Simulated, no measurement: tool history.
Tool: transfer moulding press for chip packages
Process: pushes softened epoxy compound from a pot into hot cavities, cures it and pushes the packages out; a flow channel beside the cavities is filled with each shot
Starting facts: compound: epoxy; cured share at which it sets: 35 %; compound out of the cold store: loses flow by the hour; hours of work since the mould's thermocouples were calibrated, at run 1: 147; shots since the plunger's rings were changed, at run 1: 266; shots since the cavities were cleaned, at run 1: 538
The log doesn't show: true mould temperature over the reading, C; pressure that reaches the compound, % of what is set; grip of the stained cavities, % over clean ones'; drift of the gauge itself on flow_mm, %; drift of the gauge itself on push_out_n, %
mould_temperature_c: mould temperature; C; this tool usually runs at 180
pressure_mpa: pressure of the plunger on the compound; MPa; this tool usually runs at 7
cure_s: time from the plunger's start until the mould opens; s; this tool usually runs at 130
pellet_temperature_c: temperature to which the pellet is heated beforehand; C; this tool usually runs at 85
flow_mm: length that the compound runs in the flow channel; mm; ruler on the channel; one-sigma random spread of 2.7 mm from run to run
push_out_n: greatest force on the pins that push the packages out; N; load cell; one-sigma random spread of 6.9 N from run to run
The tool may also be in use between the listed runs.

run,hour,mould_temperature_c,pressure_mpa,cure_s,pellet_temperature_c,hours of work since the mould's thermocouples were calibrated,shots since the plunger's rings were changed,shots since the cavities were cleaned,incoming compound's hours out of the cold store,flow_mm,push_out_n
1,0,180,7,130,85,147,266,538,20.8,565,523
2,28.1,180,7,130,85,167,561,833,40.4,527,574
3,41.2,180,7,130,82,176,698,970,20.4,561,597
# hour 53.9: cavities cleaned with cleaning compound and waxed
4,63.7,180,7,130,82,191,919,103,17,570,368
5,75.7,180,7,130,82,200,1045,229,29.8,542,423
6,92.8,180,7,130,82,212,1225,409,41.5,519,508
7,106.4,180,7,130,82,222,1368,552,32.9,535,542
8,129,180,5.79,130,85,238,1605,789,45.4,464,569
9,144.7,180,5.79,130,85,249,1770,954,44,467,620
# hour 160.4: cavities cleaned with cleaning compound and waxed
10,164.5,180,5.81,130,85,262,1962,44,25.2,498,328
11,183.2,180,6.42,161,85,275,2158,240,33,502,366
12,196.5,179,7,137,85,285,2298,380,16.6,561,495
13,213.5,180,5.68,119,85,297,2477,559,38.4,469,652
14,228,182,5.68,119,77,307,2629,711,45.5,448,583
15,250.3,182,5.68,113,77,323,2863,945,37.4,462,719
16,263.4,180,6.06,130,75,332,3001,1083,11.7,521,658
# hour 267.5: cavities cleaned with cleaning compound and waxed
17,279.6,186,6.04,114,80,343,3155,126,45.1,454,341

Measured result minus the same run's result without the hidden state. Both carry the same run-to-run variation, though not necessarily the same gauge scatter:
run,flow_mm,push_out_n
1,-1,+245
2,-2,+301
3,-4,+327
4,-6,+93
5,-7,+153
6,-8,+233
7,-8,+269
8,-9,+303
9,-10,+342
10,-12,+50
11,-14,+131
12,-16,+227
13,-16,+331
14,-16,+315
15,-17,+409
16,-21,+378
17,-19,+88
